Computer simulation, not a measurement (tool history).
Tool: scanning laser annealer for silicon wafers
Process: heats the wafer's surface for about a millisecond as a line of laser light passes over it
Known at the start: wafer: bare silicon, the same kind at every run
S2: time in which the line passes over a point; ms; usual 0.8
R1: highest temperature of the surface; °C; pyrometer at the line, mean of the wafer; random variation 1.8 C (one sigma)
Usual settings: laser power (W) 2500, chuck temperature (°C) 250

Run 1, hour 0: usual settings. Result: R1 1055 °C.
Run 2, hour 25.1: usual settings. Result: R1 1053 °C.
Run 3, hour 41.4: usual settings. Result: R1 1049 °C.
Run 4, hour 60.2: usual settings. Result: R1 1048 °C.
Run 5, hour 74.2: usual settings but chuck temperature (°C) 281. Result: R1 1078 °C.
At hour 98.9: optics aligned, line set to its width.
Run 6, hour 103.6: usual settings but S2 0.804 ms. Result: R1 1062 °C.
Run 7, hour 119: usual settings but chuck temperature (°C) 221. Result: R1 1026 °C.
At hour 122.4: window over the wafer cleaned.
Run 8, hour 133: usual settings but laser power (W) 2521, S2 0.943 ms, chuck temperature (°C) 248. Result: R1 1117 °C.
Run 9, hour 150.3: usual settings but laser power (W) 2521, S2 0.617 ms, chuck temperature (°C) 248. Result: R1 957 °C.
Run 10, hour 172.7: usual settings but laser power (W) 2497, S2 0.664 ms, chuck temperature (°C) 220. Result: R1 942 °C.
Run 11, hour 187.7: usual settings but laser power (W) 2412, S2 0.635 ms, chuck temperature (°C) 279. Result: R1 957 °C.
Run 12, hour 201.5: usual settings but laser power (W) 2417, S2 0.647 ms, chuck temperature (°C) 281. Result: R1 969 °C.
At hour 217.8: window over the wafer cleaned, once more.
Run 13, hour 225.3: usual settings but S2 0.944 ms, chuck temperature (°C) 269. Result: R1 1160 °C.

Forecast each of these 4 alternatives for the next run:
Run A, hour 244.8: usual settings but S2 0.737 ms, chuck temperature (°C) 277. Result: R1 ?.
Run B, hour 244.8: usual settings but laser power (W) 2586, S2 0.944 ms, chuck temperature (°C) 269. Result: R1 ?.
Run C, hour 244.8: usual settings but laser power (W) 2419, S2 0.933 ms, chuck temperature (°C) 279. Result: R1 ?.
Run D, hour 244.8: usual settings but laser power (W) 2478, S2 0.723 ms, chuck temperature (°C) 219. Result: R1 ?.

run    R1
  A  1065
  B  1194
  C  1130
  D   997
Without the tool's hidden state the same runs would have given:
run    R1
  A  1072
  B  1201
  C  1137
  D  1003
